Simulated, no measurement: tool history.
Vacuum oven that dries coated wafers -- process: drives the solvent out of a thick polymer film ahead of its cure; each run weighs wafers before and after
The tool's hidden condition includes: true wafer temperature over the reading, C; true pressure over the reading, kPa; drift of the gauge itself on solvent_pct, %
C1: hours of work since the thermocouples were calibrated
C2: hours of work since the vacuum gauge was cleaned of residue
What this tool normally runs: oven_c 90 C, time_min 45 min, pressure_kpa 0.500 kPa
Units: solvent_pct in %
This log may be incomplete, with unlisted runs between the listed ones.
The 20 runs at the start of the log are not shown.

Run 21, hour 963.6: usual settings but oven_c 85 C, time_min 61 min, pressure_kpa 1.059 kPa; C1 126; C2 1578. Result: solvent_pct 1.84 %.
Run 22, hour 996.4: usual settings but oven_c 77 C, time_min 55 min, pressure_kpa 0.467 kPa; C1 147; C2 1600. Result: solvent_pct 3.92 %.
Run 23, hour 1051.4: usual settings but pressure_kpa 0.700 kPa; C1 183; C2 1635. Result: solvent_pct 1.43 %.
Run 24, hour 1085.3: usual settings but time_min 30 min, pressure_kpa 1.957 kPa; C1 205; C2 1657. Result: solvent_pct 3.84 %.
Run 25, hour 1139.3: usual settings but oven_c 88 C, time_min 76 min; C1 240; C2 1693. Result: solvent_pct 0.62 %.
Run 26, hour 1191.2: usual settings but oven_c 88 C, time_min 76 min; C1 273; C2 1726. Result: solvent_pct 0.57 %.
Run 27, hour 1237.8: usual settings but oven_c 101 C, pressure_kpa 1.857 kPa; C1 304; C2 1756. Result: solvent_pct 1.05 %.
Run 28, hour 1299.9: usual settings but pressure_kpa 0.388 kPa; C1 344; C2 1797. Result: solvent_pct 1.19 %.
Run 29, hour 1356.7: usual settings but time_min 58 min, pressure_kpa 0.828 kPa; C1 381; C2 1834. Result: solvent_pct 1.03 %.
Run 30, hour 1404.5: usual settings but time_min 58 min, pressure_kpa 0.828 kPa; C1 412; C2 1865. Result: solvent_pct 0.96 %.
Run 31, hour 1432.3: usual settings but oven_c 103 C, time_min 42 min, pressure_kpa 0.467 kPa; C1 430; C2 1883. Result: solvent_pct 0.20 %.
Run 32, hour 1480.7: usual settings but oven_c 83 C, time_min 42 min, pressure_kpa 0.467 kPa; C1 461; C2 1914. Result: solvent_pct 3.28 %.

What will run 33 give?
At hour 1494.7: vacuum gauge cleaned of residue and calibrated.
Run 33, hour 1531.9: usual settings but oven_c 102 C, time_min 67 min, pressure_kpa 1.155 kPa; C1 493; C2 24. Result: solvent_pct ?.

Run 33 measured solvent_pct 0.58 %.
If the tool had no hidden condition, the same run with the same run-to-run variation would have returned solvent_pct 0.58 %.
